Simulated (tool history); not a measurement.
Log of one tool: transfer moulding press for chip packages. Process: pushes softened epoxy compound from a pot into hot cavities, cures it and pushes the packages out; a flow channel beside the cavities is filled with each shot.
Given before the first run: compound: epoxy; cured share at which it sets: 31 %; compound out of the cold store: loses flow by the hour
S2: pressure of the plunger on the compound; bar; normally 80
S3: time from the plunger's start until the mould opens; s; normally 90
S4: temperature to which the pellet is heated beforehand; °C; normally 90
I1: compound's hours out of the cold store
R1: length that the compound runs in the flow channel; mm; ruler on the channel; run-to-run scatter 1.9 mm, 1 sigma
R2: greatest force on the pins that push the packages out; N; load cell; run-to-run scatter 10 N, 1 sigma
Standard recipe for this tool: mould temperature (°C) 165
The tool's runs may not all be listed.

Run 1, hour 0: usual settings; I1 17.3. Result: R1 891 mm, R2 649 N.
Run 2, hour 16.9: usual settings; I1 11.5. Result: R1 901 mm, R2 734 N.
Run 3, hour 28: usual settings; I1 37.5. Result: R1 843 mm, R2 729 N.
At hour 40: cavities cleaned with cleaning compound and waxed.
Run 4, hour 45.6: usual settings; I1 20.9. Result: R1 877 mm, R2 524 N.
Run 5, hour 57.7: usual settings; I1 17.2. Result: R1 884 mm, R2 625 N.
Run 6, hour 77.4: usual settings; I1 36.5. Result: R1 842 mm, R2 697 N.
Run 7, hour 91.3: usual settings; I1 16.9. Result: R1 881 mm, R2 769 N.
At hour 106: cavities cleaned with cleaning compound and waxed.
Run 8, hour 109.4: usual settings; I1 40.4. Result: R1 827 mm, R2 499 N.
Run 9, hour 126.4: usual settings; I1 37.1. Result: R1 833 mm, R2 620 N.
Run 10, hour 142.9: usual settings but S2 78.4 bar; I1 11.6. Result: R1 879 mm, R2 746 N.
Run 11, hour 164: usual settings but S2 78.4 bar; I1 46.5. Result: R1 797 mm, R2 744 N.
At hour 172.3: plunger's sealing rings changed.
At hour 173.8: cavities cleaned with cleaning compound and waxed.
Run 12, hour 177.5: usual settings but S2 78.4 bar; I1 33.4. Result: R1 855 mm, R2 506 N.
Run 13, hour 195.7: usual settings but S2 78.4 bar; I1 28.4. Result: R1 867 mm, R2 648 N.
Run 14, hour 211.2: usual settings but S2 78.4 bar; I1 35.5. Result: R1 843 mm, R2 710 N.
Run 15, hour 225.8: usual settings but mould temperature (°C) 170, S2 85 bar, S3 84 s, S4 99 °C; I1 10.2. Result: R1 919 mm, R2 621 N.
At hour 239: cavities cleaned with cleaning compound and waxed.
Run 16, hour 247.6: usual settings but mould temperature (°C) 167, S2 76.6 bar, S3 112 s, S4 97 °C; I1 47.6. Result: R1 798 mm, R2 377 N.
Run 17, hour 258.6: usual settings but mould temperature (°C) 167, S2 76.6 bar, S3 112 s, S4 97 °C; I1 26. Result: R1 847 mm, R2 415 N.
Run 18, hour 273.9: usual settings but mould temperature (°C) 164, S2 76.6 bar, S3 85 s, S4 97 °C; I1 35.9. Result: R1 829 mm, R2 802 N.
Run 19, hour 289.7: usual settings but mould temperature (°C) 171, S2 76.6 bar, S3 85 s, S4 97 °C; I1 30.2. Result: R1 820 mm, R2 581 N.
At hour 304.6: cavities cleaned with cleaning compound and waxed.
Run 20, hour 305.1: usual settings but S4 89 °C; I1 11.3. Result: R1 900 mm, R2 487 N.
Run 21, hour 317.9: usual settings but S4 89 °C; I1 10.7. Result: R1 903 mm, R2 625 N.
Run 22, hour 329: usual settings but mould temperature (°C) 164, S2 75.1 bar, S4 83 °C; I1 45.1. Result: R1 800 mm, R2 710 N.
Run 23, hour 343.8: usual settings but mould temperature (°C) 164, S2 75.1 bar, S4 83 °C; I1 16.5. Result: R1 861 mm, R2 813 N.
At hour 357.3: mould's thermocouples calibrated.
Run 24, hour 357.3: usual settings but mould temperature (°C) 164, S2 75.1 bar, S3 100 s, S4 83 °C; I1 31.5. Result: R1 823 mm, R2 655 N.
At hour 371.5: cavities cleaned with cleaning compound and waxed.
Run 25, hour 378.5: usual settings but mould temperature (°C) 164, S2 75.1 bar, S3 100 s, S4 83 °C; I1 32. Result: R1 822 mm, R2 464 N.
Run 26, hour 393.5: usual settings but mould temperature (°C) 164, S2 75.1 bar, S3 100 s, S4 84 °C; I1 45.1. Result: R1 793 mm, R2 535 N.
Run 27, hour 413.9: usual settings; I1 24.5. Result: R1 853 mm, R2 724 N.
At hour 422.8: plunger's sealing rings changed.
Run 28, hour 434.6: usual settings; I1 19. Result: R1 890 mm, R2 794 N.

Had the tool no unlogged condition, and each run kept its random variation, what would the results have been?
Hidden conditions of the tool in this case: true mould temperature over the reading, C; pressure that reaches the compound, % of what is set; grip of the stained cavities, % over clean ones'; drift of the gauge itself on flow_mm, %; drift of the gauge itself on push_out_n, %.
run   R1   R2
  1  902  466
  2  914  467
  3  857  440
  4  893  462
  5  902  471
  6  861  448
  7  902  465
  8  849  445
  9  857  446
 10  907  475
 11  824  434
 12  855  451
 13  869  460
 14  847  454
 15  925  373
 16  805  317
 17  856  309
 18  839  513
 19  833  347
 20  915  453
 21  920  481
 22  816  496
 23  880  509
 24  844  407
 25  845  406
 26  817  393
 27  881  460
 28  891  470
